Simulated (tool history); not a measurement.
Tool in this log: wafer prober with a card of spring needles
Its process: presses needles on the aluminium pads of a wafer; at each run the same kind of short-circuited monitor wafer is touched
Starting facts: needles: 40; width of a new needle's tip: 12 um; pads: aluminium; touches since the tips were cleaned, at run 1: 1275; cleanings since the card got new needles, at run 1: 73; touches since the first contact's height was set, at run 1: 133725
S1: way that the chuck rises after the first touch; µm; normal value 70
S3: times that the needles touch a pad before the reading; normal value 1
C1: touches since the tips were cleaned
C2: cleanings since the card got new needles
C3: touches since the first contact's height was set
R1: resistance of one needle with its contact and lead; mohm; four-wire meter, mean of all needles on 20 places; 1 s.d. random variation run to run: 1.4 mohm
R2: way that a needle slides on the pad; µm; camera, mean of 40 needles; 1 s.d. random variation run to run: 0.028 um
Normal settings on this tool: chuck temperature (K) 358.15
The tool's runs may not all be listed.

Run 1, hour 0.0: usual settings; C1 1275; C2 73; C3 133725. Result: R1 127 mohm, R2 13.96 µm.
At hour 24.0: tips cleaned on abrasive film.
Run 2, hour 33.8: usual settings; C1 3020; C2 74; C3 144159. Result: R1 127 mohm, R2 13.85 µm.
At hour 50.8: tips cleaned on abrasive film.
At hour 77.0: tips cleaned on abrasive film.
Run 3, hour 86.3: usual settings; C1 2864; C2 76; C3 160356. Result: R1 129 mohm, R2 13.90 µm.
At hour 105.0: tips cleaned on abrasive film.
Run 4, hour 130.1: usual settings; C1 7783; C2 77; C3 173907. Result: R1 128 mohm, R2 13.87 µm.
At hour 135.3: tips cleaned on abrasive film.
At hour 146.6: height of the first contact set anew.
At hour 161.5: tips cleaned on abrasive film.
Run 5, hour 161.5: usual settings; C1 0; C2 79; C3 4586. Result: R1 127 mohm, R2 13.86 µm.
At hour 189.0: tips cleaned on abrasive film.
Run 6, hour 205.6: usual settings; C1 5145; C2 80; C3 18232. Result: R1 125 mohm, R2 13.79 µm.
At hour 218.7: tips cleaned on abrasive film.
Run 7, hour 229.3: usual settings but chuck temperature (K) 351.15; C1 3271; C2 81; C3 25518. Result: R1 127 mohm, R2 13.78 µm.
At hour 245.7: tips cleaned on abrasive film.
Run 8, hour 265.2: usual settings but chuck temperature (K) 351.15; C1 6033; C2 82; C3 36609. Result: R1 126 mohm, R2 13.76 µm.
At hour 271.0: tips cleaned on abrasive film.
At hour 297.0: tips cleaned on abrasive film.
Run 9, hour 315.3: usual settings but chuck temperature (K) 351.15; C1 5659; C2 84; C3 52080. Result: R1 124 mohm, R2 13.74 µm.
At hour 324.3: tips cleaned on abrasive film.
At hour 351.0: tips cleaned on abrasive film.
Run 10, hour 356.9: usual settings but S1 73 µm, chuck temperature (K) 302.15; C1 1822; C2 86; C3 64911. Result: R1 119 mohm, R2 14.30 µm.
At hour 380.6: tips cleaned on abrasive film.
Run 11, hour 404.2: usual settings but S1 88 µm, chuck temperature (K) 307.15, S3 2; C1 7315; C2 87; C3 79534. Result: R1 117 mohm, R2 17.18 µm.
At hour 408.5: tips cleaned on abrasive film.
At hour 438.1: tips cleaned on abrasive film.
Run 12, hour 447.0: usual settings but S3 2; C1 2764; C2 89; C3 92734. Result: R1 129 mohm, R2 13.66 µm.
At hour 466.6: tips cleaned on abrasive film.
Run 13, hour 489.3: usual settings but S1 86 µm, chuck temperature (K) 303.15, S3 2; C1 7033; C2 90; C3 105787. Result: R1 117 mohm, R2 16.85 µm.
At hour 492.4: tips cleaned on abrasive film.
At hour 521.2: tips cleaned on abrasive film.
Run 14, hour 535.3: usual settings but S1 86 µm, chuck temperature (K) 303.15, S3 2; C1 4355; C2 92; C3 119968. Result: R1 118 mohm, R2 16.74 µm.
At hour 547.6: tips cleaned on abrasive film.
At hour 575.9: tips cleaned on abrasive film.
Run 15, hour 582.8: usual settings but chuck temperature (K) 388.15; C1 2134; C2 94; C3 134622. Result: R1 134 mohm, R2 13.57 µm.

Alternative continuations, all from the tool just after run 15; predict every row:
At hour 602.1: tips cleaned on abrasive film.
Run A, hour 626.2: usual settings but chuck temperature (K) 313.15; C1 7455; C2 95; C3 148036. Result: R1 ?, R2 ?.
At hour 602.1: tips cleaned on abrasive film.
Run B, hour 626.2: usual settings but chuck temperature (K) 303.15; C1 7455; C2 95; C3 148036. Result: R1 ?, R2 ?.
At hour 602.1: tips cleaned on abrasive film.
Run C, hour 626.2: usual settings but S1 56 µm, chuck temperature (K) 349.15, S3 3; C1 7455; C2 95; C3 148036. Result: R1 ?, R2 ?.

run   R1     R2
  A  122  13.59
  B  119  13.57
  C  127  10.86
The same runs, with their run-to-run variation unchanged, on a tool lacking any hidden condition would have given:
run   R1     R2
  A  121  13.94
  B  119  13.93
  C  127  11.15
